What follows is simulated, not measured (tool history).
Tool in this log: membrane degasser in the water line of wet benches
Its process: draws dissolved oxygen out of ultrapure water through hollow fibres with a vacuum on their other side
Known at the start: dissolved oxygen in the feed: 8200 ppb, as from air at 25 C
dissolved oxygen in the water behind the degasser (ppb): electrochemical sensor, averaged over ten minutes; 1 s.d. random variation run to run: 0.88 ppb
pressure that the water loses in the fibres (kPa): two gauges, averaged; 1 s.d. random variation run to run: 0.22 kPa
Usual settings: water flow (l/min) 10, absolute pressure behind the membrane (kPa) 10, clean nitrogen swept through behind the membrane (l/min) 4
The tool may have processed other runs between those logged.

run,hour,water flow (l/min),absolute pressure behind the membrane (kPa),clean nitrogen swept through behind the membrane (l/min),dissolved oxygen in the water behind the degasser (ppb),pressure that the water loses in the fibres (kPa)
1,0,10,10,4,84,54.11
2,108.6,10,10,4,85.4,53.97
3,183.8,10,10,4,85.3,54.34
4,319.4,10,10,4,85,54.64
5,379,10,9,4,80.2,54.31
6,475.1,10,9,4,80.8,54.51
7,603.6,10,10,4,85.9,54.76
8,736,10,10,4,87.8,54.78
9,808.9,10,10,4,88.4,54.96
10,892,10,10,4,88.2,54.86
11,1017,10,10,4,87.6,54.85
12,1076.6,12,10,4,130,65.86
13,1146.8,12,10,4,132.4,65.24
14,1247.3,12,10,4,131.8,65.79
15,1319.5,10,10,4,89.7,55.1
16,1430.1,10,10,4,90,55.25
17,1540.7,10,10,4,91.3,55.17
# hour 1549.4: vacuum gauge calibrated
18,1665.6,10,10,4,90,54.84
19,1793.7,10,10,4,93.6,55.3
20,1883.3,10,10,4,90.6,55.46
# hour 1930.3: vacuum gauge calibrated, once more
21,2005.5,15,23.2,4,332.5,82.81
22,2079.3,15,14.9,3.95,263,83.18
23,2138,15,10.3,3.95,222.1,83.01
24,2241.8,14,17.5,3.95,258.5,78.15
25,2311.2,15,10,4,217.9,83.69
26,2374.5,10,10,10.3,65.7,55.59
# hour 2395.2: seals of the vacuum lines changed
27,2439.2,14,10,3.41,198.8,78.51
28,2549.1,9,10,3.41,78.7,50.04
29,2634,7,9.6,4.49,38.6,38.86
30,2772.1,10,9.6,4.49,84.8,56.38
31,2871.6,10,9.6,4.49,85.5,56.28
32,2929.4,8,9.6,4.09,53.9,44.74

What if the next run were any one of these 3? Each begins from the tool's condition after run 32:
A,2997.5,8,9.6,4.09,?,?
B,2997.5,8,17.1,8.08,?,?
C,2997.5,10,10,4.54,?,?

run,dissolved oxygen in the water behind the degasser (ppb),pressure that the water loses in the fibres (kPa)
A,54.8,44.98
B,57.3,44.94
C,87.1,56.18
Without the tool's unlogged condition, the same runs would have read:
run,dissolved oxygen in the water behind the degasser (ppb),pressure that the water loses in the fibres (kPa)
A,49.3,43.35
B,52.1,43.32
C,77.5,54.14
